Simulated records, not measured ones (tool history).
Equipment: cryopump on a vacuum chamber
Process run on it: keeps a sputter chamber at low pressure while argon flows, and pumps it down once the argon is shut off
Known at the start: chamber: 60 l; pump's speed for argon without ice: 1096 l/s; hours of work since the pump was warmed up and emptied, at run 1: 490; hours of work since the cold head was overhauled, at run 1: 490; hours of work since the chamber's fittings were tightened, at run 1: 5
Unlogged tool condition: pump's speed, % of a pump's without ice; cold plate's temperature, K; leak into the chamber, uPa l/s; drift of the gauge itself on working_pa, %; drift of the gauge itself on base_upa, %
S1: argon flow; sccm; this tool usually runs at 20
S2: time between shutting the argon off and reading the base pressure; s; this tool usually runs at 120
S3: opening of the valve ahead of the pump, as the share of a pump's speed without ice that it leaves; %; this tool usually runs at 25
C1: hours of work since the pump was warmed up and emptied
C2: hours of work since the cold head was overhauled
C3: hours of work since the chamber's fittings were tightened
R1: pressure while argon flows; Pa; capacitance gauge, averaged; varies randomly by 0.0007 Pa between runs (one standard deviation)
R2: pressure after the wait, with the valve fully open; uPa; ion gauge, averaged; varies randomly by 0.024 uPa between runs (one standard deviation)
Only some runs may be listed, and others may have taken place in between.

run,hour,S1,S2,S3,C1,C2,C3,R1,R2
1,0,20,120,25,490,490,5,0.1324,1.09
2,43.2,20,120,25,517,517,32,0.1342,1.09
3,89.9,20,120,25,546,546,61,0.1354,1.15
4,151.6,20,120,25,585,585,100,0.1375,1.2
5,193.8,20,120,25,611,611,126,0.1374,1.21
6,237.7,20,120,37,639,639,154,0.0993,1.28
# hour 276.5: pump warmed up, emptied and cooled again
7,302.4,20,120,37,16,676,191,0.0836,1.09
8,340.6,20,120,37,40,700,215,0.0842,1.12
9,400.6,20,120,37,78,738,253,0.0855,1.14
10,439.3,13,120,37,102,762,277,0.0558,1.19
11,487,36,120,25,132,792,307,0.2275,1.21
12,551.8,20,120,36,172,832,348,0.0883,1.31
13,606.5,20,120,36,207,867,382,0.0896,1.29
14,667.1,9,150,32,245,905,420,0.0456,1.23
15,704.8,17,66,41,268,928,443,0.068,1.95
16,748.3,17,83,54,295,956,471,0.0528,1.73
17,780.3,24,120,51,315,976,491,0.0798,1.47
18,823.2,25,202,15,342,1002,518,0.2646,1.21
19,875.5,9,68,48,375,1035,550,0.0322,2.03
20,918.4,14,80,48,402,1062,577,0.0507,1.91
21,952.5,14,80,48,423,1083,599,0.0517,1.91
22,1007.9,20,42,48,458,1118,633,0.0734,2.86
23,1060.9,20,42,48,491,1151,666,0.076,2.9
24,1104.1,19,120,25,518,1178,693,0.1274,1.78
25,1139,16,42,25,540,1200,715,0.1095,3.01

Pick out some run-to-run changes in R1. Of each, how much would a tool without hidden state show as well, from the settings, what came in and chance, and how much is left for the hidden state and any gauge scatter not in both results compared?
Run 6 -> 7: pump warmed up, emptied and cooled again. R1 -0.0157 Pa: hidden state -0.0147, all else -0.001.
Run 17 -> 18: S1 24 -> 25, S2 120 -> 202, S3 51 -> 15. R1 +0.1848 Pa: hidden state +0.0011, all else +0.1837.
Run 18 -> 19: S1 25 -> 9, S2 202 -> 68, S3 15 -> 48. R1 -0.2324 Pa: hidden state -0.005, all else -0.2274.
